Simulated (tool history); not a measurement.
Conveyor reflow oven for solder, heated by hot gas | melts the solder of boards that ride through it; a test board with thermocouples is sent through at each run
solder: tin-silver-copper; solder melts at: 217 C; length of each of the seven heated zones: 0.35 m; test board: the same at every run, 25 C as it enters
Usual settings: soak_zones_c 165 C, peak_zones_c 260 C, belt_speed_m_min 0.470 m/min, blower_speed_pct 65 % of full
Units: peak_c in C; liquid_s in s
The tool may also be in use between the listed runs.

Run 1, day 0.000: usual settings. Result: peak_c 244.7 C, liquid_s 57.6 s.
Run 2, day 0.233: usual settings. Result: peak_c 245.0 C, liquid_s 56.8 s.
Run 3, day 0.729: usual settings but belt_speed_m_min 0.457 m/min. Result: peak_c 245.3 C, liquid_s 59.5 s.
Run 4, day 1.038: usual settings but blower_speed_pct 83 % of full. Result: peak_c 247.6 C, liquid_s 61.6 s.
Run 5, day 1.283: usual settings but blower_speed_pct 83 % of full. Result: peak_c 247.3 C, liquid_s 61.2 s.
Run 6, day 1.558: usual settings. Result: peak_c 244.6 C, liquid_s 56.8 s.
Run 7, day 1.838: usual settings. Result: peak_c 244.7 C, liquid_s 57.1 s.
Run 8, day 2.108: usual settings but blower_speed_pct 84 % of full. Result: peak_c 247.4 C, liquid_s 61.1 s.
Run 9, day 2.412: usual settings but blower_speed_pct 84 % of full. Result: peak_c 247.0 C, liquid_s 61.4 s.
Run 10, day 2.700: usual settings but blower_speed_pct 84 % of full. Result: peak_c 247.5 C, liquid_s 60.9 s.
Run 11, day 3.058: usual settings but blower_speed_pct 84 % of full. Result: peak_c 247.7 C, liquid_s 61.3 s.
Run 12, day 3.583: usual settings but blower_speed_pct 67 % of full. Result: peak_c 244.8 C, liquid_s 56.9 s.
Run 13, day 4.042: usual settings but blower_speed_pct 67 % of full. Result: peak_c 244.6 C, liquid_s 56.8 s.
Run 14, day 4.592: usual settings. Result: peak_c 244.3 C, liquid_s 56.6 s.
At day 4.979: flux residue cleaned out of gas plates and filters.
Run 15, day 5.346: usual settings. Result: peak_c 246.8 C, liquid_s 59.4 s.
Run 16, day 5.783: usual settings. Result: peak_c 246.5 C, liquid_s 59.0 s.
Run 17, day 6.246: usual settings. Result: peak_c 246.3 C, liquid_s 59.1 s.
Run 18, day 6.654: usual settings. Result: peak_c 246.4 C, liquid_s 59.7 s.
Run 19, day 7.017: usual settings but soak_zones_c 178 C, peak_zones_c 252 C, belt_speed_m_min 0.392 m/min, blower_speed_pct 88 % of full. Result: peak_c 246.6 C, liquid_s 83.5 s.
Run 20, day 7.400: usual settings but soak_zones_c 174 C, peak_zones_c 263 C, belt_speed_m_min 0.399 m/min, blower_speed_pct 88 % of full. Result: peak_c 256.7 C, liquid_s 87.6 s.
Run 21, day 7.954: usual settings but soak_zones_c 174 C, peak_zones_c 263 C, belt_speed_m_min 0.399 m/min, blower_speed_pct 88 % of full. Result: peak_c 256.5 C, liquid_s 87.3 s.
Run 22, day 8.500: usual settings but peak_zones_c 269 C, belt_speed_m_min 0.408 m/min. Result: peak_c 258.1 C, liquid_s 81.1 s.
Run 23, day 8.821: usual settings but peak_zones_c 269 C, belt_speed_m_min 0.408 m/min. Result: peak_c 257.9 C, liquid_s 80.9 s.
Run 24, day 9.321: usual settings but soak_zones_c 178 C, peak_zones_c 268 C, belt_speed_m_min 0.538 m/min, blower_speed_pct 54 % of full. Result: peak_c 247.9 C, liquid_s 56.3 s.
Run 25, day 9.879: usual settings but soak_zones_c 178 C, peak_zones_c 268 C, belt_speed_m_min 0.538 m/min, blower_speed_pct 54 % of full. Result: peak_c 247.9 C, liquid_s 55.5 s.
Run 26, day 10.446: usual settings but soak_zones_c 177 C, peak_zones_c 268 C, belt_speed_m_min 0.538 m/min, blower_speed_pct 82 % of full. Result: peak_c 252.9 C, liquid_s 61.2 s.
Run 27, day 10.888: usual settings but peak_zones_c 254 C, blower_speed_pct 78 % of full. Result: peak_c 241.9 C, liquid_s 56.5 s.

Forecast run 28:
Run 28, day 11.258: usual settings but blower_speed_pct 72 % of full. Result: peak_c ?, liquid_s ?.

peak_c: 246.3 C
liquid_s: 59.8 s
Without the tool's hidden state the same run would have given peak_c 247.6 C, liquid_s 60.9 s.

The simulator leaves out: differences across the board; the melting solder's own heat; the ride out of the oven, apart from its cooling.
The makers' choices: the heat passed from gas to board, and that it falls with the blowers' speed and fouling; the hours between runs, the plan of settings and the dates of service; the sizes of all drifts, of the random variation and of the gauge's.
